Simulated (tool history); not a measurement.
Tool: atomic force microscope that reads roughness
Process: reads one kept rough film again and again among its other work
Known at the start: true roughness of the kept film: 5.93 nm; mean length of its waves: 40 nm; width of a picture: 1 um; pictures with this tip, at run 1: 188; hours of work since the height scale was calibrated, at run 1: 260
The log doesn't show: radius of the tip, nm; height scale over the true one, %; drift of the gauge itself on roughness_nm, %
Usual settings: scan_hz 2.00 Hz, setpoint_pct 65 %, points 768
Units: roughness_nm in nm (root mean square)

run,hour,scan_hz,setpoint_pct,points,pictures with this tip,hours of work since the height scale was calibrated,roughness_nm
1,0.0,2.00,65,768,188,260,4.873
# hour 30.3: new tip fitted
2,61.4,2.00,65,768,29,293,4.860
3,101.9,2.00,65,768,67,314,4.913
4,144.8,2.00,65,768,107,337,4.860
5,206.2,2.00,65,768,164,370,4.846
6,251.8,2.00,65,768,207,394,4.906
# hour 261.6: new tip fitted
7,281.1,2.00,65,768,18,410,4.907
8,322.9,2.00,65,768,57,432,4.848
9,385.4,2.00,65,768,115,466,4.881
10,436.0,2.00,65,768,162,493,4.885
11,463.8,2.00,65,768,188,508,4.859
# hour 495.3: new tip fitted
12,525.7,2.00,65,768,28,540,4.916
13,567.0,2.00,76,768,67,562,4.676
14,603.2,2.00,65,428,101,582,4.862
15,635.6,2.00,65,428,131,599,4.885
16,669.2,2.00,65,428,162,617,4.857
# hour 728.0: new tip fitted
17,729.5,2.00,89,768,1,649,4.300
18,786.3,2.00,89,768,54,679,4.311
19,813.2,2.00,89,768,79,694,4.283
20,866.3,2.00,89,768,129,722,4.296
21,929.9,2.00,65,768,188,756,4.882
# hour 959.8: new tip fitted
22,968.4,2.00,65,768,8,776,4.877
23,998.8,2.00,58,768,37,793,4.982
24,1045.4,2.00,58,768,80,818,4.968
25,1073.7,2.00,58,768,107,833,4.979
26,1126.2,2.00,58,768,156,861,5.014
27,1181.8,2.00,58,768,208,891,4.976
# hour 1190.4: new tip fitted
28,1227.6,2.91,63,599,35,915,4.789
29,1272.9,3.79,66,264,77,939,4.577
30,1319.9,1.70,66,502,121,964,4.902
31,1377.0,1.70,66,502,174,995,4.933
# hour 1423.4: new tip fitted
32,1429.7,1.70,66,502,6,1022,4.883
33,1484.2,1.70,66,502,57,1052,4.920
34,1543.9,1.70,66,502,112,1084,4.878
35,1607.0,1.70,72,368,171,1117,4.805
# hour 1653.7: new tip fitted
36,1661.6,1.83,65,661,8,1146,4.933
37,1715.5,1.83,62,661,58,1175,4.973
38,1770.5,0.55,90,391,109,1204,4.843
39,1805.1,0.55,90,391,142,1223,4.872
40,1840.8,1.83,76,449,175,1242,4.702
# hour 1887.1: new tip fitted
41,1904.3,0.54,76,792,17,1276,5.005
42,1964.1,2.00,80,602,72,1308,4.556
# hour 1999.8: height scale calibrated on a step standard
43,2021.5,2.00,80,602,125,12,4.538
44,2055.9,1.61,80,602,157,30,4.677
45,2093.9,2.93,70,345,192,50,4.625
# hour 2116.4: new tip fitted
46,2125.5,2.93,70,345,8,67,4.593
47,2154.4,2.93,59,1023,35,82,4.901

How the hidden state differs across the entries between the runs, from the last listed run before each to the first after it:
Between runs 1 and 2: new tip fitted (hour 30.3)
  radius of the tip, nm: 10.1 -> 10
Between runs 6 and 7: new tip fitted (hour 261.6)
  radius of the tip, nm: 10.2 -> 10
Between runs 11 and 12: new tip fitted (hour 495.3)
  radius of the tip, nm: 10.1 -> 10
Between runs 16 and 17: new tip fitted (hour 728.0)
  radius of the tip, nm: 10.1 -> 10
Between runs 21 and 22: new tip fitted (hour 959.8)
  radius of the tip, nm: 10.1 -> 10
Between runs 27 and 28: new tip fitted (hour 1190.4)
  radius of the tip, nm: 10.2 -> 10
Between runs 31 and 32: new tip fitted (hour 1423.4)
  radius of the tip, nm: 10.1 -> 10
Between runs 35 and 36: new tip fitted (hour 1653.7)
  radius of the tip, nm: 10.1 -> 10
Between runs 40 and 41: new tip fitted (hour 1887.1)
  radius of the tip, nm: 10.1 -> 10
Between runs 42 and 43: height scale calibrated on a step standard (hour 1999.8)
  height scale over the true one, %: -0.01 -> 0
Between runs 45 and 46: new tip fitted (hour 2116.4)
  radius of the tip, nm: 10.1 -> 10
